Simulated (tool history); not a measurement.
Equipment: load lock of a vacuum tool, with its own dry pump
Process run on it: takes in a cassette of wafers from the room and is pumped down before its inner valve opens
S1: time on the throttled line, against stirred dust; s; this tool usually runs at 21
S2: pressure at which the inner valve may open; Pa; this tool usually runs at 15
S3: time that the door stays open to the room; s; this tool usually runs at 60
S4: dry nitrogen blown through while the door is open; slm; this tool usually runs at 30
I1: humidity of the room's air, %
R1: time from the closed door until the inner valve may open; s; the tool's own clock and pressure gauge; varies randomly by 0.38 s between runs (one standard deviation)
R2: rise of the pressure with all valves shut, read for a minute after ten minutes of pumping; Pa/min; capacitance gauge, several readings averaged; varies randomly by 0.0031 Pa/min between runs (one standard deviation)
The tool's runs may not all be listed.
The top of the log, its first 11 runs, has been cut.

Run 12, hour 2788.5: usual settings but S4 7 slm; I1 43.1. Result: R1 41.9 s, R2 0.127 Pa/min.
Run 13, hour 3060.0: usual settings but S4 10 slm; I1 45.2. Result: R1 41.4 s, R2 0.121 Pa/min.
Run 14, hour 3381.0: usual settings but S2 16 Pa; I1 46.8. Result: R1 41.7 s, R2 0.093 Pa/min.
Run 15, hour 3546.6: usual settings but S2 20 Pa; I1 45.0. Result: R1 42.0 s, R2 0.097 Pa/min.
Run 16, hour 3735.5: usual settings but S2 20 Pa; I1 43.9. Result: R1 41.7 s, R2 0.091 Pa/min.
Run 17, hour 3878.6: usual settings but S2 20 Pa; I1 43.3. Result: R1 41.1 s, R2 0.094 Pa/min.
Run 18, hour 4070.5: usual settings but S4 25 slm; I1 42.6. Result: R1 41.9 s, R2 0.096 Pa/min.
Run 19, hour 4402.3: usual settings but S3 193 s, S4 25 slm; I1 43.6. Result: R1 41.9 s, R2 0.142 Pa/min.
Run 20, hour 4613.6: usual settings but S3 193 s, S4 25 slm; I1 46.5. Result: R1 42.4 s, R2 0.145 Pa/min.
Run 21, hour 4806.6: usual settings; I1 44.3. Result: R1 42.7 s, R2 0.102 Pa/min.
Run 22, hour 5001.1: usual settings but S2 14 Pa, S3 37 s; I1 45.4. Result: R1 43.0 s, R2 0.098 Pa/min.
Run 23, hour 5261.1: usual settings but S2 14 Pa, S3 37 s, S4 7 slm; I1 42.4. Result: R1 42.6 s, R2 0.122 Pa/min.
Run 24, hour 5520.6: usual settings but S1 30 s, S2 26 Pa, S4 5 slm; I1 44.2. Result: R1 47.7 s, R2 0.148 Pa/min.
Run 25, hour 5850.5: usual settings but S3 202 s, S4 41 slm; I1 42.7. Result: R1 42.3 s, R2 0.125 Pa/min.
Run 26, hour 6182.0: usual settings but S3 202 s, S4 41 slm; I1 42.8. Result: R1 42.1 s, R2 0.131 Pa/min.
Run 27, hour 6430.0: usual settings but S3 202 s, S4 41 slm; I1 46.5. Result: R1 42.7 s, R2 0.139 Pa/min.

Predict the results of run 28:
Run 28, hour 6730.4: usual settings but S1 41 s, S2 18 Pa, S3 70 s, S4 27 slm; I1 44.5. Result: R1 ?, R2 ?.

R1: 57.5 s
R2: 0.122 Pa/min
Minus the tool's unlogged condition, the same run would have read R1 55.6 s, R2 0.068 Pa/min.
